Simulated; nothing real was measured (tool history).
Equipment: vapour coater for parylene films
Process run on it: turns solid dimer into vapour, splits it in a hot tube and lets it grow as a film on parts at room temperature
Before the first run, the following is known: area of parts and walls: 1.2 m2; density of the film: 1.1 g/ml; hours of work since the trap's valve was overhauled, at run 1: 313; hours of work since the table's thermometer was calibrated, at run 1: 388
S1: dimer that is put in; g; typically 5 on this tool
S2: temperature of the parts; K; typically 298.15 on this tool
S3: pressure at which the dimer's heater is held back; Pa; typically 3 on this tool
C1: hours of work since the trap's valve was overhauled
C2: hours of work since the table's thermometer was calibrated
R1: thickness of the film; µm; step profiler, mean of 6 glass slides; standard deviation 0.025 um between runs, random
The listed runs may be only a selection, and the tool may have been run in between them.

run   hour  S1      S2     S3   C1   C2    R1
  1      0   5  298.15      3  313  388  2.32
  2    8.6   5  298.15      3  320  395  2.33
  3   19.9   5  298.15      3  329  404  2.33
  4     33   5  298.15      3  340  414  2.34
  5   43.1   2  298.15      3  348  423  0.94
  6   50.4   5  298.15      3  354  428  2.38
  7   57.8   5  298.15      3  360  434  2.37
  8     68   5  298.15      3  368  443  2.28
  9   74.6   5  298.15      3  373  448  2.34
 10   85.9   5  298.15      3  382  457  2.32
 11   97.4   5  298.15      3  392  466  2.32
 12  108.8   5  298.15   4.18  401  476  2.24
 13  116.6   5  298.15   4.18  407  482   2.2
 14  124.2   5  298.15   4.18  413  488   2.2
 15  131.5   5  298.15   4.18  419  494  2.23
 16  143.5   5  298.15   4.18  429  504  2.22
 17  155.3   5  298.15   4.18  438  513  2.24
 18  168.5   5  304.15      3  449  524  1.97
 19  174.7   5  304.15      3  454  529  1.94
 20  182.9   4  305.15   3.47  461  535   1.5
 21  191.2   6  305.15   3.77  467  542  2.17
 22  206.2   6  304.15  11.82  480  554  1.88
 23  216.3   6  304.15  11.82  488  562  1.86
 24  228.1   6  304.15  11.82  497  572  1.85
 25  234.3   6  304.15  11.82  502  577  1.83
 26  240.8   2  300.15  10.84  508  582  0.71
 27    247   2  300.15  10.84  513  587   0.7
 28  261.4   3  298.15      3  524  599  1.39
 29  273.8   3  298.15      3  534  609  1.42
 30    287   3  298.15      3  545  620  1.39
 31  296.2   5  293.15   7.83  552  627  2.29
 32  310.1   5  293.15   7.83  564  638   2.3
 33  321.9   5  293.15   7.83  573  648  2.33
 34  329.4   5  293.15   7.83  579  654  2.29
 35  337.5   4  292.15      3  586  660  2.28
 36  352.5   4  299.15   8.46  598  672  1.52
 37  360.3   5  297.15   8.44  604  679  2.02

Forecast each of these 3 alternatives for the next run:
  A  372.6   6  294.15  8.81  614  689   ?
  B  372.6   5  290.15  8.44  614  689   ?
  C  372.6   8  297.15  8.44  614  689   ?

run    R1
  A  2.63
  B   2.5
  C   3.2
Without the tool's unlogged condition, the same runs would have read:
run    R1
  A  2.64
  B  2.51
  C  3.22
